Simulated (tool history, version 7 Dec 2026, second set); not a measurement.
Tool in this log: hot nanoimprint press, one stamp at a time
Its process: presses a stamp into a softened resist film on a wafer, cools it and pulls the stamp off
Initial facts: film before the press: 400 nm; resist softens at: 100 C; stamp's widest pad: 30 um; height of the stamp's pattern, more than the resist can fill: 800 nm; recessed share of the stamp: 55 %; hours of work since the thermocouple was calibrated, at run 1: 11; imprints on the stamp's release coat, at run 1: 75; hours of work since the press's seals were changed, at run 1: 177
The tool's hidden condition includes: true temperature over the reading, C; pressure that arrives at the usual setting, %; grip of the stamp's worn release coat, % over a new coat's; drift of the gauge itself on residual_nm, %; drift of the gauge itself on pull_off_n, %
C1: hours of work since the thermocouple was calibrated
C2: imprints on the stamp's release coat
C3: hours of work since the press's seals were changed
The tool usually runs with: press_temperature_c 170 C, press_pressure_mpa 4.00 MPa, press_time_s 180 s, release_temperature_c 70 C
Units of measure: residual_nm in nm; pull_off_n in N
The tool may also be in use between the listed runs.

{"run": 1, "hour": 0.0, "press_temperature_c": 170, "press_pressure_mpa": 4.0, "press_time_s": 180, "release_temperature_c": 70, "C1": 11, "C2": 75, "C3": 177, "residual_nm": 202.6, "pull_off_n": 156}
{"run": 2, "hour": 6.1, "press_temperature_c": 170, "press_pressure_mpa": 4.0, "press_time_s": 180, "release_temperature_c": 70, "C1": 15, "C2": 108, "C3": 181, "residual_nm": 203.0, "pull_off_n": 150}
{"run": 3, "hour": 10.9, "press_temperature_c": 170, "press_pressure_mpa": 4.0, "press_time_s": 180, "release_temperature_c": 60, "C1": 19, "C2": 134, "C3": 185, "residual_nm": 203.9, "pull_off_n": 180}
{"run": 4, "hour": 15.2, "press_temperature_c": 170, "press_pressure_mpa": 4.0, "press_time_s": 180, "release_temperature_c": 70, "C1": 22, "C2": 157, "C3": 188, "residual_nm": 203.0, "pull_off_n": 156}
{"run": 5, "hour": 23.9, "press_temperature_c": 170, "press_pressure_mpa": 4.0, "press_time_s": 180, "release_temperature_c": 70, "C1": 29, "C2": 204, "C3": 195, "residual_nm": 202.1, "pull_off_n": 160}
{"run": 6, "hour": 31.0, "press_temperature_c": 170, "press_pressure_mpa": 4.0, "press_time_s": 180, "release_temperature_c": 70, "C1": 35, "C2": 243, "C3": 201, "residual_nm": 201.7, "pull_off_n": 161}
{"run": 7, "hour": 40.2, "press_temperature_c": 170, "press_pressure_mpa": 4.0, "press_time_s": 180, "release_temperature_c": 73, "C1": 42, "C2": 292, "C3": 208, "residual_nm": 201.5, "pull_off_n": 152}
{"run": 8, "hour": 48.1, "press_temperature_c": 170, "press_pressure_mpa": 4.0, "press_time_s": 251, "release_temperature_c": 70, "C1": 48, "C2": 336, "C3": 214, "residual_nm": 180.5, "pull_off_n": 163}
{"run": 9, "hour": 55.3, "press_temperature_c": 170, "press_pressure_mpa": 4.0, "press_time_s": 180, "release_temperature_c": 70, "C1": 53, "C2": 375, "C3": 219, "residual_nm": 203.0, "pull_off_n": 168}
{"run": 10, "hour": 62.0, "press_temperature_c": 170, "press_pressure_mpa": 4.0, "press_time_s": 180, "release_temperature_c": 70, "C1": 59, "C2": 411, "C3": 225, "residual_nm": 203.6, "pull_off_n": 166}
{"run": 11, "hour": 66.2, "press_temperature_c": 178, "press_pressure_mpa": 4.0, "press_time_s": 180, "release_temperature_c": 70, "C1": 62, "C2": 434, "C3": 228, "residual_nm": 160.1, "pull_off_n": 163}
{"run": 12, "hour": 74.5, "press_temperature_c": 178, "press_pressure_mpa": 4.0, "press_time_s": 182, "release_temperature_c": 70, "C1": 68, "C2": 479, "C3": 234, "residual_nm": 159.3, "pull_off_n": 167}
{"run": 13, "hour": 79.5, "press_temperature_c": 178, "press_pressure_mpa": 4.0, "press_time_s": 182, "release_temperature_c": 70, "C1": 72, "C2": 505, "C3": 238, "residual_nm": 157.7, "pull_off_n": 171}
{"run": 14, "hour": 83.7, "press_temperature_c": 178, "press_pressure_mpa": 4.0, "press_time_s": 182, "release_temperature_c": 70, "C1": 75, "C2": 528, "C3": 241, "residual_nm": 158.3, "pull_off_n": 163}
{"run": 15, "hour": 87.6, "press_temperature_c": 170, "press_pressure_mpa": 4.0, "press_time_s": 180, "release_temperature_c": 70, "C1": 78, "C2": 550, "C3": 244, "residual_nm": 203.1, "pull_off_n": 163}
{"run": 16, "hour": 95.0, "press_temperature_c": 170, "press_pressure_mpa": 4.0, "press_time_s": 180, "release_temperature_c": 70, "C1": 84, "C2": 590, "C3": 250, "residual_nm": 201.8, "pull_off_n": 174}
{"run": 17, "hour": 103.8, "press_temperature_c": 170, "press_pressure_mpa": 4.33, "press_time_s": 180, "release_temperature_c": 65, "C1": 91, "C2": 637, "C3": 257, "residual_nm": 194.7, "pull_off_n": 183}
{"run": 18, "hour": 111.4, "press_temperature_c": 170, "press_pressure_mpa": 4.33, "press_time_s": 180, "release_temperature_c": 75, "C1": 97, "C2": 678, "C3": 263, "residual_nm": 193.5, "pull_off_n": 162}
{"run": 19, "hour": 120.2, "press_temperature_c": 170, "press_pressure_mpa": 4.33, "press_time_s": 164, "release_temperature_c": 77, "C1": 104, "C2": 726, "C3": 270, "residual_nm": 201.2, "pull_off_n": 156}
{"run": 20, "hour": 127.4, "press_temperature_c": 170, "press_pressure_mpa": 5.38, "press_time_s": 97, "release_temperature_c": 70, "C1": 109, "C2": 765, "C3": 275, "residual_nm": 214.7, "pull_off_n": 181}
{"run": 21, "hour": 135.8, "press_temperature_c": 170, "press_pressure_mpa": 5.38, "press_time_s": 97, "release_temperature_c": 70, "C1": 116, "C2": 811, "C3": 282, "residual_nm": 216.9, "pull_off_n": 177}
{"run": 22, "hour": 142.7, "press_temperature_c": 170, "press_pressure_mpa": 5.38, "press_time_s": 94, "release_temperature_c": 70, "C1": 121, "C2": 848, "C3": 287, "residual_nm": 216.3, "pull_off_n": 177}
{"run": 23, "hour": 151.6, "press_temperature_c": 181, "press_pressure_mpa": 5.38, "press_time_s": 94, "release_temperature_c": 67, "C1": 128, "C2": 896, "C3": 294, "residual_nm": 159.3, "pull_off_n": 194}
{"run": 24, "hour": 160.0, "press_temperature_c": 181, "press_pressure_mpa": 5.38, "press_time_s": 94, "release_temperature_c": 67, "C1": 134, "C2": 941, "C3": 300, "residual_nm": 159.3, "pull_off_n": 189}
{"run": 25, "hour": 165.8, "press_temperature_c": 181, "press_pressure_mpa": 5.38, "press_time_s": 221, "release_temperature_c": 58, "C1": 139, "C2": 973, "C3": 305, "residual_nm": 114.9, "pull_off_n": 225}
{"run": 26, "hour": 171.8, "press_temperature_c": 170, "press_pressure_mpa": 3.88, "press_time_s": 180, "release_temperature_c": 70, "C1": 143, "C2": 1006, "C3": 309, "residual_nm": 205.0, "pull_off_n": 191}
{"run": 27, "hour": 178.8, "press_temperature_c": 178, "press_pressure_mpa": 4.0, "press_time_s": 188, "release_temperature_c": 74, "C1": 149, "C2": 1044, "C3": 315, "residual_nm": 156.6, "pull_off_n": 180}
{"run": 28, "hour": 184.5, "press_temperature_c": 178, "press_pressure_mpa": 4.0, "press_time_s": 188, "release_temperature_c": 66, "C1": 153, "C2": 1074, "C3": 319, "residual_nm": 155.7, "pull_off_n": 209}
{"run": 29, "hour": 193.3, "press_temperature_c": 175, "press_pressure_mpa": 3.16, "press_time_s": 188, "release_temperature_c": 66, "C1": 160, "C2": 1122, "C3": 326, "residual_nm": 191.8, "pull_off_n": 201}
{"run": 30, "hour": 199.7, "press_temperature_c": 175, "press_pressure_mpa": 3.16, "press_time_s": 188, "release_temperature_c": 66, "C1": 165, "C2": 1157, "C3": 331, "residual_nm": 190.8, "pull_off_n": 209}
{"run": 31, "hour": 207.6, "press_temperature_c": 175, "press_pressure_mpa": 3.16, "press_time_s": 188, "release_temperature_c": 66, "C1": 171, "C2": 1199, "C3": 337, "residual_nm": 192.5, "pull_off_n": 212}

Predict each of these 3 candidate next runs independently; none follows another, all start after run 31:
{"run": "A", "hour": 216.4, "press_temperature_c": 175, "press_pressure_mpa": 4.7, "press_time_s": 188, "release_temperature_c": 66, "C1": 178, "C2": 1247, "C3": 344, "residual_nm": "?", "pull_off_n": "?"}
{"run": "B", "hour": 216.4, "press_temperature_c": 158, "press_pressure_mpa": 3.16, "press_time_s": 94, "release_temperature_c": 57, "C1": 178, "C2": 1247, "C3": 344, "residual_nm": "?", "pull_off_n": "?"}
{"run": "C", "hour": 216.4, "press_temperature_c": 171, "press_pressure_mpa": 4.0, "press_time_s": 180, "release_temperature_c": 71, "C1": 178, "C2": 1247, "C3": 344, "residual_nm": "?", "pull_off_n": "?"}

run=A residual_nm=155.9 pull_off_n=208
run=B residual_nm=339.4 pull_off_n=238
run=C residual_nm=192.5 pull_off_n=193
With no hidden state in the tool, these same runs would have given:
run=A residual_nm=157.7 pull_off_n=158
run=B residual_nm=342.1 pull_off_n=180
run=C residual_nm=195.1 pull_off_n=146

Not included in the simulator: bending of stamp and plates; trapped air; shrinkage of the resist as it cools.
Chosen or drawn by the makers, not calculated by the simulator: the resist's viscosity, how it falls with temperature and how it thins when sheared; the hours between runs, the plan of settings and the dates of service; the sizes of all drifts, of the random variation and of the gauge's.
